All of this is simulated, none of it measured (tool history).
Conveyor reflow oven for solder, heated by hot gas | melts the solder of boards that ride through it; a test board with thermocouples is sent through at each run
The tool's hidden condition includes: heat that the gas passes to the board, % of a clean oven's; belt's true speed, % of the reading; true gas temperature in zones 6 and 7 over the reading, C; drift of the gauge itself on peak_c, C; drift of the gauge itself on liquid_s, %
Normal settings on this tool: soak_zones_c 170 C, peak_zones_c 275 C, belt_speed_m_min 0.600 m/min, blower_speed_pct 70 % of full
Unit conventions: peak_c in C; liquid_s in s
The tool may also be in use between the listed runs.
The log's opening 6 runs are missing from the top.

run   hour  soak_zones_c  peak_zones_c  belt_speed_m_min  blower_speed_pct  hours of work since the flux was cleaned out  hours of work since the belt drive was overhauled  hours of work since the thermocouples were changed  peak_c  liquid_s
  7   46.1           170           290             0.600                70                                           194                                                157                                                  97   267.9      59.5
      59.2  -- flux residue cleaned out of gas plates and filters
  8   61.9           185           290             0.600                70                                             2                                                165                                                 105   272.1      65.2
  9   73.6           170           275             0.600                70                                            11                                                174                                                 113   255.6      52.8
 10   80.2           170           275             0.600                70                                            16                                                179                                                 118   256.2      52.6
 11   91.0           170           275             0.600                70                                            24                                                187                                                 126   255.7      52.5
 12   96.3           170           285             0.600                70                                            28                                                191                                                 130   264.4      57.3
 13  108.1           170           275             0.483                70                                            36                                                200                                                 139   262.6      71.7
 14  120.3           170           275             0.660                70                                            45                                                209                                                 148   252.4      45.0
 15  126.0           170           275             0.660                70                                            50                                                213                                                 152   251.8      45.2
 16  135.0           170           275             0.660                70                                            56                                                220                                                 159   252.0      44.9
 17  145.6           170           275             0.600                65                                            64                                                228                                                 167   253.6      51.2
 18  156.0           170           275             0.600                65                                            72                                                235                                                 174   254.1      50.9
 19  162.4           170           275             0.600                65                                            77                                                240                                                 179   253.4      50.5
 20  173.4           181           281             0.505                53                                            85                                                248                                                 187   262.2      71.4
 21  178.5           164           278             0.711                53                                            89                                                252                                                 191   241.0      30.7
 22  186.0           164           278             0.711                53                                            94                                                258                                                 197   240.4      30.7
 23  194.0           164           278             0.711                53                                           100                                                263                                                 203   240.4      30.1
 24  200.4           170           274             0.575                70                                           105                                                268                                                 207   255.6      55.2
 25  208.1           170           278             0.708                90                                           111                                                274                                                 213   258.3      45.6
 26  213.7           170           278             0.708                90                                           115                                                278                                                 217   258.8      45.4
 27  219.3           160           277             0.600                66                                           119                                                282                                                 222   254.0      48.2
 28  226.5           160           277             0.600                66                                           124                                                288                                                 227   253.8      48.1
 29  233.1           170           275             0.600                58                                           129                                                293                                                 232   251.3      48.4
 30  238.7           166           280             0.481                70                                           133                                                297                                                 236   266.7      72.5
 31  250.5           166           280             0.481                70                                           142                                                305                                                 245   267.0      73.2

What if the next run were any one of these 4? Each begins from the tool's condition after run 31:
  A  261.1           180           287             0.481                70                                           150                                                313                                                 253       ?         ?
  B  261.1           166           280             0.619                70                                           150                                                313                                                 253       ?         ?
  C  261.1           161           282             0.481                62                                           150                                                313                                                 253       ?         ?
  D  261.1           168           280             0.481                58                                           150                                                313                                                 253       ?         ?

run  peak_c  liquid_s
  A   274.6      81.1
  B   258.1      51.1
  C   265.2      70.5
  D   262.9      70.5
The same runs, with their run-to-run variation unchanged, on a tool lacking any hidden condition would have given:
run  peak_c  liquid_s
  A   274.7      81.1
  B   258.2      51.1
  C   265.3      70.5
  D   263.0      70.5
